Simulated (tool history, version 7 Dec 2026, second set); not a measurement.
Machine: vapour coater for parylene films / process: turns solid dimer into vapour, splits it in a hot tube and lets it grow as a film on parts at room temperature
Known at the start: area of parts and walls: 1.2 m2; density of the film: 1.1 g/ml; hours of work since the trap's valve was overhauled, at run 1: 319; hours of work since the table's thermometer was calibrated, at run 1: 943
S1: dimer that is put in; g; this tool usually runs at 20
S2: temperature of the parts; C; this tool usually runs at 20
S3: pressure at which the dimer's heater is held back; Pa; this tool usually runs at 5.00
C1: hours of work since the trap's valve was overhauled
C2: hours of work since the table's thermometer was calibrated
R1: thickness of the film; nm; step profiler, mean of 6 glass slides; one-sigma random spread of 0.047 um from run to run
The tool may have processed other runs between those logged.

Run 1, hour 0.0: usual settings; C1 319; C2 943. Result: R1 7150 nm.
Run 2, hour 30.2: usual settings; C1 344; C2 968. Result: R1 7160 nm.
Run 3, hour 61.4: usual settings; C1 369; C2 993. Result: R1 7060 nm.
Run 4, hour 88.2: usual settings; C1 391; C2 1015. Result: R1 7060 nm.
Run 5, hour 130.6: usual settings but S3 6.51 Pa; C1 425; C2 1049. Result: R1 6870 nm.
Run 6, hour 151.0: usual settings but S3 6.51 Pa; C1 441; C2 1066. Result: R1 6810 nm.
Run 7, hour 181.0: usual settings but S3 6.51 Pa; C1 466; C2 1090. Result: R1 6830 nm.
Run 8, hour 209.8: usual settings; C1 489; C2 1113. Result: R1 6920 nm.
Run 9, hour 234.3: usual settings; C1 509; C2 1133. Result: R1 6930 nm.
Run 10, hour 259.0: usual settings; C1 529; C2 1153. Result: R1 6800 nm.
Run 11, hour 287.0: usual settings; C1 552; C2 1176. Result: R1 6810 nm.
Run 12, hour 322.5: usual settings; C1 581; C2 1205. Result: R1 6820 nm.
Run 13, hour 365.0: usual settings; C1 615; C2 1239. Result: R1 6750 nm.
At hour 372.8: trap's valve overhauled.
Run 14, hour 410.9: usual settings; C1 31; C2 1273. Result: R1 6380 nm.
At hour 449.4: table's thermometer calibrated.
Run 15, hour 455.8: usual settings; C1 66; C2 5. Result: R1 6440 nm.
Run 16, hour 500.6: usual settings; C1 103; C2 41. Result: R1 6450 nm.
Run 17, hour 525.3: usual settings but S3 2.16 Pa; C1 123; C2 62. Result: R1 6870 nm.
At hour 541.6: trap's valve overhauled, once more.
Run 18, hour 556.6: usual settings; C1 12; C2 84. Result: R1 7570 nm.
Run 19, hour 580.5: usual settings; C1 32; C2 103. Result: R1 7510 nm.
Run 20, hour 625.7: usual settings but S1 12 g; C1 68; C2 140. Result: R1 4470 nm.
Run 21, hour 653.5: usual settings but S1 12 g; C1 91; C2 162. Result: R1 4490 nm.
Run 22, hour 684.1: usual settings but S1 19 g; C1 116; C2 187. Result: R1 7020 nm.
Run 23, hour 714.7: usual settings but S1 19 g; C1 140; C2 212. Result: R1 7070 nm.
Run 24, hour 754.3: usual settings but S1 19 g; C1 173; C2 244. Result: R1 6980 nm.
Run 25, hour 774.0: usual settings but S1 19 g; C1 188; C2 260. Result: R1 6940 nm.
Run 26, hour 800.0: usual settings but S1 16 g, S3 4.56 Pa; C1 210; C2 281. Result: R1 5910 nm.
Run 27, hour 831.2: usual settings but S1 33 g, S2 15 C, S3 5.63 Pa; C1 235; C2 306. Result: R1 12800 nm.
Run 28, hour 870.8: usual settings but S1 14 g, S2 18 C, S3 7.13 Pa; C1 267; C2 339. Result: R1 5140 nm.
Run 29, hour 916.4: usual settings but S1 14 g, S2 18 C, S3 7.13 Pa; C1 304; C2 376. Result: R1 5080 nm.
Run 30, hour 960.5: usual settings but S1 14 g, S2 18 C, S3 7.13 Pa; C1 340; C2 411. Result: R1 5030 nm.
Run 31, hour 1006.4: usual settings but S1 24 g, S2 28 C, S3 10.62 Pa; C1 377; C2 448. Result: R1 7040 nm.
Run 32, hour 1051.8: usual settings but S1 16 g, S2 22 C, S3 4.13 Pa; C1 414; C2 485. Result: R1 5520 nm.
Run 33, hour 1070.5: usual settings but S1 10 g, S2 12 C; C1 429; C2 501. Result: R1 3990 nm.
Run 34, hour 1115.8: usual settings but S1 10 g, S2 12 C; C1 466; C2 537. Result: R1 3990 nm.
Run 35, hour 1138.8: usual settings but S1 10 g, S2 12 C; C1 484; C2 556. Result: R1 3990 nm.
Run 36, hour 1183.6: usual settings but S1 13 g, S2 12 C; C1 521; C2 592. Result: R1 5190 nm.
Run 37, hour 1203.2: usual settings but S2 23 C, S3 7.28 Pa; C1 537; C2 608. Result: R1 6340 nm.
Run 38, hour 1237.0: usual settings but S2 23 C, S3 5.16 Pa; C1 564; C2 635. Result: R1 6500 nm.
Run 39, hour 1262.4: usual settings but S1 35 g, S2 27 C, S3 2.93 Pa; C1 585; C2 656. Result: R1 11150 nm.
Run 40, hour 1295.7: usual settings but S1 17 g, S2 18 C, S3 9.59 Pa; C1 612; C2 683. Result: R1 5590 nm.
Run 41, hour 1318.5: usual settings but S1 12 g, S2 16 C, S3 9.59 Pa; C1 630; C2 702. Result: R1 4100 nm.
At hour 1328.3: trap's valve overhauled.
Run 42, hour 1363.4: usual settings but S1 12 g, S2 16 C, S3 9.59 Pa; C1 28; C2 735. Result: R1 4620 nm.
Run 43, hour 1395.9: usual settings but S1 9 g; C1 55; C2 761. Result: R1 3380 nm.
Run 44, hour 1427.2: usual settings but S1 29 g, S2 22 C, S3 3.35 Pa; C1 80; C2 787. Result: R1 10670 nm.
Run 45, hour 1472.4: usual settings but S1 29 g, S2 22 C, S3 3.35 Pa; C1 117; C2 823. Result: R1 10710 nm.
Run 46, hour 1505.4: usual settings but S1 22 g, S3 8.43 Pa; C1 144; C2 850. Result: R1 7720 nm.

Below are 5 alternative next runs, each starting from the tool's condition after run 46. Predict each:
Run A, hour 1531.8: usual settings but S3 2.36 Pa; C1 165; C2 871. Result: R1 ?.
Run B, hour 1531.8: usual settings but S1 33 g, S2 15 C, S3 4.60 Pa; C1 165; C2 871. Result: R1 ?.
Run C, hour 1531.8: usual settings but S2 14 C; C1 165; C2 871. Result: R1 ?.
Run D, hour 1531.8: usual settings but S1 30 g, S2 22 C, S3 2.90 Pa; C1 165; C2 871. Result: R1 ?.
Run E, hour 1531.8: usual settings but S3 4.32 Pa; C1 165; C2 871. Result: R1 ?.

run     R1
  A   7680
  B  13370
  C   8170
  D  11210
  E   7300
Take away the tool's hidden state, keep each run's random variation, and the runs would have read:
run     R1
  A   8020
  B  13960
  C   8520
  D  11700
  E   7620
